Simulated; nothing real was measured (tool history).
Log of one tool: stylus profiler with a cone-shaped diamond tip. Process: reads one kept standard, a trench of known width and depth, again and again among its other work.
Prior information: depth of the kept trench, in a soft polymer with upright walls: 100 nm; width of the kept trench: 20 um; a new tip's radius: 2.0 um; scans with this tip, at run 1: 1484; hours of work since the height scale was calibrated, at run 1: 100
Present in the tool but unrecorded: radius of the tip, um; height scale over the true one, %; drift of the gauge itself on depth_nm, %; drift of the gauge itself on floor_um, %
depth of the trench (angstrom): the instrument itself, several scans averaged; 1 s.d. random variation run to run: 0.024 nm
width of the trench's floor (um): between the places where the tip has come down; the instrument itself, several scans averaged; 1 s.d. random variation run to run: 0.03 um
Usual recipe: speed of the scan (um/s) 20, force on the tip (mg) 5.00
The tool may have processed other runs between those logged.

run	hour	speed of the scan (um/s)	force on the tip (mg)	scans with this tip	hours of work since the height scale was calibrated	depth of the trench (angstrom)	width of the trench's floor (um)
1	0.0	20	5.00	1484	100	1014.0	18.63
2	20.6	20	5.00	1680	113	1014.0	18.64
3	33.6	20	5.00	1804	121	1014.0	18.61
4	55.0	20	5.00	2007	135	1014.1	18.55
5	78.6	20	5.00	2231	150	1014.1	18.60
6	93.8	20	5.00	2375	160	1014.2	18.52
7	109.7	20	5.00	2527	170	1014.4	18.50
8	128.1	20	5.00	2701	182	1014.1	18.56
9	148.9	5	3.01	2899	195	1010.4	18.54
10	170.2	16	8.82	3101	209	1019.5	18.54

Estimate the outcome of run 11 from the log above:
11	182.6	16	8.82	3219	217	?	?

{"run 11": {"depth of the trench (angstrom)": 1020.2, "width of the trench's floor (um)": 18.52}}
Had the tool carried no hidden state, the very same run would have given depth of the trench (angstrom) 1019.5, width of the trench's floor (um) 18.73.
